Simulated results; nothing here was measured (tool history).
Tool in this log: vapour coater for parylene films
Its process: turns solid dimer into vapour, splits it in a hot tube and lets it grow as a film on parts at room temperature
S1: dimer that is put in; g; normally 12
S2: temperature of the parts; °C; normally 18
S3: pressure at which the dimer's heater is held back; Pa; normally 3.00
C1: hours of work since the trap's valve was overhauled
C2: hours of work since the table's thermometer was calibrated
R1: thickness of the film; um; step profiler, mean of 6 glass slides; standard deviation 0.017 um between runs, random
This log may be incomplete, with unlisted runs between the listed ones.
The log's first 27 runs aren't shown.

run 28 hour=845.7 | S1=12 S2=29 S3=6.91 | C1=330 C2=1679 | R1=3.30
run 29 hour=882.7 | S1=12 S2=29 S3=6.91 | C1=358 C2=1707 | R1=3.29
run 30 hour=917.4 | S1=9 S2=22 S3=3.00 | C1=384 C2=1733 | R1=3.85
run 31 hour=955.3 | S1=11 S2=18 S3=4.84 | C1=412 C2=1761 | R1=4.81
run 32 hour=984.8 | S1=13 S2=18 S3=4.84 | C1=434 C2=1783 | R1=5.70
run 33 hour=1027.5 | S1=12 S2=18 S3=5.30 | C1=466 C2=1815 | R1=5.17
run 34 hour=1056.7 | S1=12 S2=18 S3=5.30 | C1=488 C2=1837 | R1=5.15
run 35 hour=1083.2 | S1=12 S2=29 S3=5.30 | C1=507 C2=1857 | R1=3.53
run 36 hour=1127.1 | S1=12 S2=29 S3=5.30 | C1=540 C2=1890 | R1=3.53
run 37 hour=1167.8 | S1=22 S2=19 S3=6.36 | C1=571 C2=1920 | R1=8.71
run 38 hour=1196.1 | S1=12 S2=13 S3=6.71 | C1=592 C2=1941 | R1=5.82
-- hour=1202.2 gauge calibrated
run 39 hour=1221.1 | S1=12 S2=13 S3=6.71 | C1=611 C2=1960 | R1=5.71
run 40 hour=1249.6 | S1=12 S2=13 S3=6.71 | C1=632 C2=1981 | R1=5.70
run 41 hour=1277.9 | S1=6 S2=14 S3=5.90 | C1=653 C2=2002 | R1=2.85
run 42 hour=1308.3 | S1=6 S2=14 S3=5.90 | C1=676 C2=2025 | R1=2.85

Expected results for the next run?
-- hour=1331.3 trap's valve overhauled
run 43 hour=1336.2 | S1=22 S2=16 S3=6.02 | C1=4 C2=2043 | R1=?

{"run 43": {"R1": 9.74}}
Without the tool's hidden state the same run would have given R1 9.71 um.
